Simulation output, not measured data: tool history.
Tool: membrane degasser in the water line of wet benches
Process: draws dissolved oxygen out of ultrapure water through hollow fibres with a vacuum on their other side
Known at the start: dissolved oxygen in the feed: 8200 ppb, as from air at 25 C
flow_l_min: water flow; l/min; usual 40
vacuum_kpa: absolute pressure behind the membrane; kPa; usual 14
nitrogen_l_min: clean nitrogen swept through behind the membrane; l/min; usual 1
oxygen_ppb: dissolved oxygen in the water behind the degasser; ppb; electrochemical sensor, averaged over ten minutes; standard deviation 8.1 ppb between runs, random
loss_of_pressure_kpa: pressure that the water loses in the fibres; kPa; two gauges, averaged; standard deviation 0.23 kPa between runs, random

| run | hour | flow_l_min | vacuum_kpa | nitrogen_l_min | oxygen_ppb | loss_of_pressure_kpa |
|---|---|---|---|---|---|---|
| 1 | 0 | 40 | 14 | 1 | 840.6 | 61.4 |
| 2 | 229.9 | 40 | 14 | 1 | 851.5 | 60.66 |
| 3 | 398 | 40 | 14 | 1 | 873.4 | 61.3 |
| 4 | 540.6 | 40 | 12.6 | 1 | 765.3 | 61.48 |
| 5 | 749 | 40 | 12.6 | 1 | 769.7 | 61.77 |
| 6 | 981.1 | 40 | 14 | 1.08 | 818.2 | 61.97 |
| 7 | 1230.6 | 62 | 14 | 1.08 | 1187.2 | 96.94 |
| 8 | 1423.4 | 40 | 18.5 | 1 | 1165.8 | 62.46 |
| 9 | 1582.4 | 40 | 18.5 | 1 | 1147 | 62.25 |
| 10 | 1823.1 | 40 | 25.8 | 1 | 1600.4 | 63.03 |
| 11 | 1935.8 | 40 | 14 | 1 | 870.6 | 63.03 |
| 12 | 2090.1 | 40 | 12.9 | 1 | 785.9 | 62.83 |
| 13 | 2266.1 | 40 | 14 | 1 | 879.9 | 63.21 |
| 14 | 2461.4 | 44 | 14 | 1 | 919.1 | 69.74 |
| 15 | 2624.3 | 40 | 14 | 2.75 | 380.9 | 63.95 |
| 16 | 2758.5 | 30 | 14 | 1 | 695.1 | 47.57 |
| 17 | 2963.2 | 30 | 14 | 1 | 688.3 | 48.13 |
| 18 | 3181.5 | 30 | 15.2 | 0.64 | 1086.4 | 48.5 |
| 19 | 3427 | 30 | 15.2 | 2.3 | 356.6 | 48.29 |
| 20 | 3615 | 55 | 24.6 | 0.68 | 2374.8 | 89 |
| 21 | 3744.9 | 55 | 24.6 | 0.68 | 2307.2 | 88.94 |
| 22 | 3866.3 | 30 | 14 | 0.83 | 752.3 | 48.91 |
| 23 | 3994.1 | 38 | 21.4 | 0.47 | 2060.1 | 62.22 |
| 24 | 4132.5 | 35 | 13.3 | 1.35 | 551.1 | 57.3 |
| 25 | 4302.8 | 35 | 13.3 | 1.08 | 650 | 57.12 |
| 26 | 4551.5 | 30 | 12 | 0.84 | 610.3 | 42.52 |
| 27 | 4694.9 | 30 | 12 | 0.84 | 618.6 | 42.59 |
| 28 | 4940.3 | 30 | 12 | 0.84 | 610.4 | 42.39 |
| 29 | 5116.9 | 30 | 16.9 | 0.66 | 1100.4 | 42.6 |
| 30 | 5228.2 | 26 | 15.3 | 1.44 | 476 | 37.08 |
| 31 | 5443.2 | 26 | 15.3 | 1.44 | 482.4 | 37.15 |

Put back what was entered between runs (5 entries, withheld): which listed runs does each sit between, and how does the hidden state differ from the listed run before to the listed run after?
Logged between run 6 and run 7: seals of the vacuum lines changed (hour 1087.9)
  membrane still open, %: 91.1 -> 90.7; true pressure behind the membrane over the reading, kPa: 0.64 -> 0.66; air that leaks in behind the membrane, l/min: 0.007 -> 0.0029
  measured result minus the result with no hidden state, oxygen_ppb: +48.8 -> +88.6 ppb; loss_of_pressure_kpa: +5.47 -> +8.94 kPa
Logged between run 17 and run 18: vacuum gauge calibrated (hour 2981.9)
  membrane still open, %: 88.1 -> 87.8; true pressure behind the membrane over the reading, kPa: 0.84 -> 1.32; air that leaks in behind the membrane, l/min: 0.0049 -> 0.0052
  measured result minus the result with no hidden state, oxygen_ppb: +49.2 -> +99.2 ppb; loss_of_pressure_kpa: +5.69 -> +5.87 kPa
Logged between run 18 and run 19: vacuum gauge calibrated, once more (hour 3398.6)
  membrane still open, %: 87.8 -> 87.4; true pressure behind the membrane over the reading, kPa: 1.32 -> 0.03; air that leaks in behind the membrane, l/min: 0.0052 -> 0.0054
  measured result minus the result with no hidden state, oxygen_ppb: +99.2 -> +4.8 ppb; loss_of_pressure_kpa: +5.87 -> +6.08 kPa
Logged between run 23 and run 24: seals of the vacuum lines changed (hour 4062.2)
  membrane still open, %: 86.6 -> 86.4; true pressure behind the membrane over the reading, kPa: 0.08 -> 0.09; air that leaks in behind the membrane, l/min: 0.0061 -> 0.0034
  measured result minus the result with no hidden state, oxygen_ppb: +12.4 -> +12.5 ppb; loss_of_pressure_kpa: +8.34 -> +7.81 kPa
Logged between run 25 and run 26: membrane cartridge changed (hour 4389.8)
  membrane still open, %: 86.1 -> 99.8; true pressure behind the membrane over the reading, kPa: 0.11 -> 0.14; air that leaks in behind the membrane, l/min: 0.0035 -> 0.0038
  measured result minus the result with no hidden state, oxygen_ppb: +14.3 -> +8.9 ppb; loss_of_pressure_kpa: +7.95 -> +0.11 kPa

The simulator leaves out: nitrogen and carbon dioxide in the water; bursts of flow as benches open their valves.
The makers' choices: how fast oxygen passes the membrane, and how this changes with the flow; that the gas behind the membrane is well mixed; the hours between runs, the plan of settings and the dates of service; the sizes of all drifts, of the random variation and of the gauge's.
